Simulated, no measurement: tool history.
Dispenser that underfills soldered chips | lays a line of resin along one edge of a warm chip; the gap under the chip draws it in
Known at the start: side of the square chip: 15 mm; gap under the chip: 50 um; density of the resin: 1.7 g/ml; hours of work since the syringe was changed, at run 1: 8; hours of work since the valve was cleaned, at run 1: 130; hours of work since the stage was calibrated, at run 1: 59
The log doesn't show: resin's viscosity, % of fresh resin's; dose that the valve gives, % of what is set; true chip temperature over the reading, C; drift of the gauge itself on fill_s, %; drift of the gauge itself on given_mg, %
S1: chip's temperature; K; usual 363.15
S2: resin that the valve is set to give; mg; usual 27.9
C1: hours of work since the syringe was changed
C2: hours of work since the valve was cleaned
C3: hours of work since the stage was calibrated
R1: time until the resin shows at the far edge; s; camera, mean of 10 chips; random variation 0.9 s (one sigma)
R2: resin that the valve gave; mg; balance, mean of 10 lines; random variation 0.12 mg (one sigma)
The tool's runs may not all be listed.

{"run": 1, "day": 0.0, "S1": 363.15, "S2": 27.9, "C1": 8, "C2": 130, "C3": 59, "R1": 157.7, "R2": 25.26}
{"day": 0.054, "done": "new syringe of resin"}
{"day": 0.392, "done": "dispensing valve cleaned and set on the balance"}
{"run": 2, "day": 0.604, "S1": 363.15, "S2": 27.9, "C1": 8, "C2": 3, "C3": 67, "R1": 150.5, "R2": 27.87}
{"day": 0.7, "done": "new syringe of resin"}
{"run": 3, "day": 1.05, "S1": 363.15, "S2": 27.9, "C1": 5, "C2": 10, "C3": 74, "R1": 125, "R2": 27.56}
{"day": 1.312, "done": "new syringe of resin"}
{"run": 4, "day": 1.679, "S1": 363.15, "S2": 27.9, "C1": 6, "C2": 20, "C3": 84, "R1": 126.2, "R2": 27.36}
{"day": 1.917, "done": "new syringe of resin"}
{"run": 5, "day": 2.15, "S1": 363.15, "S2": 27.9, "C1": 4, "C2": 27, "C3": 91, "R1": 112.9, "R2": 27.44}
{"day": 2.533, "done": "new syringe of resin"}
{"run": 6, "day": 2.812, "S1": 363.15, "S2": 27.9, "C1": 4, "C2": 37, "C3": 101, "R1": 113.7, "R2": 27.33}
{"day": 3.138, "done": "new syringe of resin"}
{"run": 7, "day": 3.292, "S1": 363.15, "S2": 27.1, "C1": 2, "C2": 44, "C3": 108, "R1": 104.7, "R2": 26.29}
{"day": 3.721, "done": "new syringe of resin"}
{"run": 8, "day": 3.838, "S1": 363.15, "S2": 27.1, "C1": 2, "C2": 52, "C3": 117, "R1": 102, "R2": 26.06}
{"day": 4.317, "done": "new syringe of resin"}
{"run": 9, "day": 4.404, "S1": 363.15, "S2": 25.2, "C1": 1, "C2": 61, "C3": 125, "R1": 99.7, "R2": 23.99}
{"day": 4.908, "done": "new syringe of resin"}
{"run": 10, "day": 4.921, "S1": 363.15, "S2": 25.2, "C1": 0, "C2": 69, "C3": 133, "R1": 91.5, "R2": 24.12}
{"run": 11, "day": 5.383, "S1": 363.15, "S2": 35, "C1": 7, "C2": 76, "C3": 140, "R1": 142.5, "R2": 33.18}
{"day": 5.538, "done": "new syringe of resin"}
{"run": 12, "day": 6.079, "S1": 363.15, "S2": 35, "C1": 8, "C2": 87, "C3": 151, "R1": 155.4, "R2": 32.98}
{"day": 6.125, "done": "new syringe of resin"}
{"run": 13, "day": 6.375, "S1": 373.15, "S2": 27.9, "C1": 4, "C2": 91, "C3": 155, "R1": 77.4, "R2": 26.33}
{"day": 6.729, "done": "new syringe of resin"}
{"run": 14, "day": 6.729, "S1": 373.15, "S2": 27.9, "C1": 0, "C2": 96, "C3": 160, "R1": 58.5, "R2": 26.23}
{"day": 7.333, "done": "new syringe of resin"}
{"run": 15, "day": 7.333, "S1": 373.15, "S2": 27.9, "C1": 0, "C2": 105, "C3": 170, "R1": 60, "R2": 25.91}
{"run": 16, "day": 7.879, "S1": 350.15, "S2": 27.9, "C1": 8, "C2": 114, "C3": 178, "R1": 285, "R2": 25.61}
{"day": 7.954, "done": "new syringe of resin"}
{"run": 17, "day": 8.396, "S1": 350.15, "S2": 27.9, "C1": 7, "C2": 122, "C3": 186, "R1": 248.8, "R2": 25.63}
{"day": 8.542, "done": "new syringe of resin"}
{"run": 18, "day": 9.042, "S1": 352.15, "S2": 27.7, "C1": 8, "C2": 132, "C3": 196, "R1": 250.9, "R2": 25.02}
{"day": 9.154, "done": "new syringe of resin"}
{"day": 9.308, "done": "dispensing valve cleaned and set on the balance"}
{"run": 19, "day": 9.721, "S1": 376.15, "S2": 27.5, "C1": 8, "C2": 6, "C3": 205, "R1": 92.7, "R2": 27.21}
{"day": 9.775, "done": "new syringe of resin"}
{"run": 20, "day": 10.154, "S1": 377.15, "S2": 28.3, "C1": 6, "C2": 13, "C3": 212, "R1": 76.8, "R2": 28.13}
{"day": 10.375, "done": "new syringe of resin"}
{"run": 21, "day": 10.754, "S1": 366.15, "S2": 26.8, "C1": 6, "C2": 22, "C3": 221, "R1": 117.2, "R2": 26.33}
{"day": 10.975, "done": "new syringe of resin"}
{"run": 22, "day": 11.133, "S1": 366.15, "S2": 26.8, "C1": 2, "C2": 28, "C3": 227, "R1": 93.1, "R2": 26.44}
{"run": 23, "day": 11.496, "S1": 366.15, "S2": 26.8, "C1": 8, "C2": 33, "C3": 232, "R1": 139.7, "R2": 26.11}
{"day": 11.558, "done": "new syringe of resin"}
{"run": 24, "day": 12.042, "S1": 366.15, "S2": 26.8, "C1": 7, "C2": 42, "C3": 241, "R1": 133, "R2": 26.13}
{"day": 12.15, "done": "new syringe of resin"}
{"run": 25, "day": 12.654, "S1": 366.15, "S2": 24.1, "C1": 8, "C2": 51, "C3": 250, "R1": 142, "R2": 23.15}
{"day": 12.792, "done": "new syringe of resin"}
{"run": 26, "day": 13.312, "S1": 366.15, "S2": 26.6, "C1": 8, "C2": 61, "C3": 260, "R1": 140.4, "R2": 25.44}
{"day": 13.371, "done": "new syringe of resin"}
{"run": 27, "day": 13.842, "S1": 366.15, "S2": 26.6, "C1": 7, "C2": 69, "C3": 268, "R1": 133.6, "R2": 25.1}
{"day": 14.0, "done": "new syringe of resin"}
{"run": 28, "day": 14.412, "S1": 372.15, "S2": 26, "C1": 6, "C2": 78, "C3": 277, "R1": 100, "R2": 24.58}
{"day": 14.621, "done": "new syringe of resin"}
{"run": 29, "day": 14.921, "S1": 372.15, "S2": 26, "C1": 5, "C2": 85, "C3": 284, "R1": 91.5, "R2": 24.26}
{"day": 15.242, "done": "new syringe of resin"}
{"run": 30, "day": 15.258, "S1": 373.15, "S2": 28.1, "C1": 0, "C2": 90, "C3": 290, "R1": 61.7, "R2": 26.19}
{"run": 31, "day": 15.642, "S1": 348.15, "S2": 30.9, "C1": 6, "C2": 96, "C3": 295, "R1": 266.2, "R2": 28.72}
{"day": 15.825, "done": "new syringe of resin"}
{"day": 16.329, "done": "stage's temperature calibrated"}
{"run": 32, "day": 16.329, "S1": 350.15, "S2": 32.8, "C1": 7, "C2": 106, "C3": 0, "R1": 239.7, "R2": 30.17}
{"day": 16.458, "done": "new syringe of resin"}
{"run": 33, "day": 17.004, "S1": 378.15, "S2": 31, "C1": 8, "C2": 116, "C3": 10, "R1": 83.4, "R2": 28.43}

5 ways to go on from here, each from the tool as it stands after run 33. What would each give?
{"day": 17.062, "done": "new syringe of resin"}
{"run": "A", "day": 17.542, "S1": 350.15, "S2": 30.2, "C1": 7, "C2": 125, "C3": 18, "R1": "?", "R2": "?"}
{"day": 17.062, "done": "new syringe of resin"}
{"run": "B", "day": 17.542, "S1": 361.15, "S2": 24.9, "C1": 7, "C2": 125, "C3": 18, "R1": "?", "R2": "?"}
{"day": 17.062, "done": "new syringe of resin"}
{"run": "C", "day": 17.542, "S1": 367.15, "S2": 30, "C1": 7, "C2": 125, "C3": 18, "R1": "?", "R2": "?"}
{"day": 17.062, "done": "new syringe of resin"}
{"run": "D", "day": 17.542, "S1": 354.15, "S2": 28, "C1": 7, "C2": 125, "C3": 18, "R1": "?", "R2": "?"}
{"day": 17.062, "done": "new syringe of resin"}
{"run": "E", "day": 17.542, "S1": 365.15, "S2": 33, "C1": 7, "C2": 125, "C3": 18, "R1": "?", "R2": "?"}

run=A R1=243.3 R2=27.51
run=B R1=162.7 R2=22.61
run=C R1=118.7 R2=27.21
run=D R1=211.4 R2=25.68
run=E R1=130.6 R2=30
Without the tool's hidden state the same runs would have given:
run=A R1=144.2 R2=30.2
run=B R1=94.7 R2=24.82
run=C R1=70.3 R2=29.89
run=D R1=124.4 R2=28.2
run=E R1=77.9 R2=32.94
